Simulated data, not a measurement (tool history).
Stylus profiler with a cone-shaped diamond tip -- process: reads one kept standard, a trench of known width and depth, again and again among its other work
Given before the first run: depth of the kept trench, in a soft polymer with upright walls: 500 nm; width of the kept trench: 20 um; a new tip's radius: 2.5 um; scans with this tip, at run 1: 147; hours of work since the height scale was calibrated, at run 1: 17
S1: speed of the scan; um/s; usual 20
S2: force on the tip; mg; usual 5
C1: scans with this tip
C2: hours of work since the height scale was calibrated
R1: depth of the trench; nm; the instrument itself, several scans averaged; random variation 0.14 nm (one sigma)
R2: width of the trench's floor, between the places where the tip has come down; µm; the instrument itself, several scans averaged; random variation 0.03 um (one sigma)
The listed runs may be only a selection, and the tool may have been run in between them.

run	hour	S1	S2	C1	C2	R1	R2
1	0	20	5	147	17	509.85	16.91
2	14.1	20	3.28	225	26	507.38	16.88
3	24.5	20	3.28	283	32	507.18	16.88
4	38.7	20	3.28	361	41	507.19	16.85
5	57	20	3.28	462	53	506.94	16.88
6	71	20	3.38	540	62	507.45	16.77
7	91	20	3.38	651	74	507.43	16.8
8	110.2	20	3.38	757	86	507.11	16.8
9	130.2	20	3.38	867	99	507.18	16.76
10	145	20	3.38	949	108	507.27	16.78
11	156	20	3.38	1010	115	507.27	16.78
12	171.3	20	3.38	1095	125	507.26	16.73
13	183	20	5	1160	132	509.61	16.76
14	205.2	20	5	1282	146	509.43	16.74
15	224.3	20	5	1388	158	509.5	16.71
16	247.2	20	5	1515	173	509.46	16.71
17	264.6	20	5	1611	184	509.3	16.69
18	279.1	20	5	1691	193	509.38	16.65
19	294.9	20	5	1778	203	509.22	16.63
20	307.6	20	2.17	1849	211	505.17	16.63
21	323.9	20	5	1939	221	509.79	16.62
22	340.4	20	5	2030	232	509.06	16.61
23	355.9	20	5	2116	241	509.34	16.52
24	375.3	20	5	2223	254	509.24	16.56
25	397.8	22	5	2348	268	509.46	16.58
26	417.2	20	9.61	2455	280	514.52	16.54
27	427.5	20	9.61	2512	287	514.49	16.63
28	443.4	20	9.61	2600	297	514.66	16.51
29	461.6	20	9.61	2701	308	514.73	16.53
30	477.3	56	2.55	2787	318	505.79	16.29
31	492.3	6	13.47	2871	328	518.48	16.52
32	508.9	6	3.6	2962	338	507.07	16.51
33	525	35	2.72	3052	348	505.89	16.37
34	543.3	9	9.21	3153	360	514.29	16.47
35	565.1	36	1.77	3273	374	504.03	16.31
36	578.8	20	7.88	3349	382	512.41	16.42
37	596.2	7	4.55	3445	393	508.21	16.41
38	611.4	13	2.63	3530	403	505.51	16.37
39	631.4	13	2.63	3640	415	505.79	16.32
40	652.2	15	2.37	3755	429	504.98	16.43
41	674.2	15	2.37	3877	442	505.18	16.33
42	693.7	15	2.37	3985	455	505.01	16.27
43	703.5	15	2.37	4039	461	505.07	16.27
44	717.4	15	2.37	4116	470	505.11	16.28
45	735.8	9	1.7	4218	481	504	16.3
46	757.4	20	8.71	4337	495	513.28	16.21
47	769.7	16	3.56	4405	503	507.06	16.25

For some of the steps in R1 from one run to the next: how much would appear even if the tool had no hidden state, given the settings, what came in and random variation, and how much remains for the hidden state plus any gauge scatter that the measured result and the result without hidden state don't share?
Hidden state at play: radius of the tip, um; height scale over the true one, %; drift of the gauge itself on depth_nm, %; drift of the gauge itself on floor_um, %.
Run 13 -> 14: settings left as they were, no log entry in between. R1 -0.18 nm: hidden state -0.03, all else -0.15.
Run 30 -> 31: S1 56 -> 6, S2 2.55 -> 13.47. R1 +12.69 nm: hidden state -0.03, all else +12.72.
Run 31 -> 32: S2 13.47 -> 3.6. R1 -11.41 nm: hidden state +0, all else -11.41.
Run 33 -> 34: S1 35 -> 9, S2 2.72 -> 9.21. R1 +8.4 nm: hidden state -0.04, all else +8.44.
Run 34 -> 35: S1 9 -> 36, S2 9.21 -> 1.77. R1 -10.26 nm: hidden state +0, all else -10.26.
Run 45 -> 46: S1 9 -> 20, S2 1.7 -> 8.71. R1 +9.28 nm: hidden state -0.04, all else +9.32.
